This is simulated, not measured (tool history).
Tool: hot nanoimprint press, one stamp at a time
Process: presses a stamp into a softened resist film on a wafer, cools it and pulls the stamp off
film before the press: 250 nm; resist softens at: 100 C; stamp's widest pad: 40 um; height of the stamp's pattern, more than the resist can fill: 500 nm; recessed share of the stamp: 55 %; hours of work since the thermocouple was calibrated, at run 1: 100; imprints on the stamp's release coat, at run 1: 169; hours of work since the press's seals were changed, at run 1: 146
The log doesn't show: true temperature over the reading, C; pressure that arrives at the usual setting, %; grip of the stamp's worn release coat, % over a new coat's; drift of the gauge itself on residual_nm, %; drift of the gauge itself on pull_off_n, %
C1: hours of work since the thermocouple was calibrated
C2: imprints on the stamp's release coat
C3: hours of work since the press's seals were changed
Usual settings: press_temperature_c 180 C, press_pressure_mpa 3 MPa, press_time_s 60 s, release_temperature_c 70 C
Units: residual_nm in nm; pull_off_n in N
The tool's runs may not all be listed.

Run 1, hour 0: usual settings; C1 100; C2 169; C3 146. Result: residual_nm 126.1 nm, pull_off_n 221 N.
Run 2, hour 20.9: usual settings but press_time_s 119 s; C1 108; C2 231; C3 154. Result: residual_nm 99.9 nm, pull_off_n 221 N.
Run 3, hour 37.8: usual settings but press_time_s 119 s; C1 115; C2 282; C3 161. Result: residual_nm 99.8 nm, pull_off_n 221 N.
Run 4, hour 63.2: usual settings but press_time_s 119 s; C1 126; C2 358; C3 171. Result: residual_nm 99.9 nm, pull_off_n 225 N.
Run 5, hour 83: usual settings but press_time_s 119 s; C1 134; C2 418; C3 180. Result: residual_nm 100.1 nm, pull_off_n 233 N.
Run 6, hour 95.9: usual settings but press_time_s 119 s; C1 139; C2 456; C3 185. Result: residual_nm 100 nm, pull_off_n 225 N.
Run 7, hour 124.9: usual settings but press_time_s 119 s; C1 151; C2 543; C3 197. Result: residual_nm 100.7 nm, pull_off_n 239 N.
Run 8, hour 140.1: usual settings but press_time_s 119 s; C1 157; C2 589; C3 203. Result: residual_nm 100.4 nm, pull_off_n 236 N.
At hour 155: stamp cleaned and given a new release coat.
Run 9, hour 172.1: usual settings but press_temperature_c 184 C, press_pressure_mpa 4.56 MPa, press_time_s 119 s; C1 168; C2 51; C3 214. Result: residual_nm 70.9 nm, pull_off_n 208 N.
Run 10, hour 184.9: usual settings but press_temperature_c 184 C, press_pressure_mpa 4.56 MPa, press_time_s 119 s; C1 173; C2 89; C3 219. Result: residual_nm 71.1 nm, pull_off_n 211 N.
Run 11, hour 207: usual settings but press_temperature_c 184 C, press_pressure_mpa 4.56 MPa, press_time_s 119 s; C1 182; C2 155; C3 228. Result: residual_nm 71.5 nm, pull_off_n 218 N.
Run 12, hour 234.5: usual settings but press_temperature_c 184 C, press_pressure_mpa 4.56 MPa, press_time_s 119 s; C1 193; C2 238; C3 239. Result: residual_nm 71.9 nm, pull_off_n 225 N.

Hidden state or all else? Some run-to-run changes of residual_nm, split into what the settings, what came in and random variation would give without the hidden state, and what is left for the hidden state (with any gauge scatter that isn't in both results):
Run 2 -> 3: no setting changed, nothing entered. residual_nm -0.1 nm: hidden state +0.1, all else -0.2.
Run 8 -> 9: press_temperature_c 180 -> 184, press_pressure_mpa 3 -> 4.56, stamp cleaned and given a new release coat. residual_nm -29.5 nm: hidden state -0.1, all else -29.4.
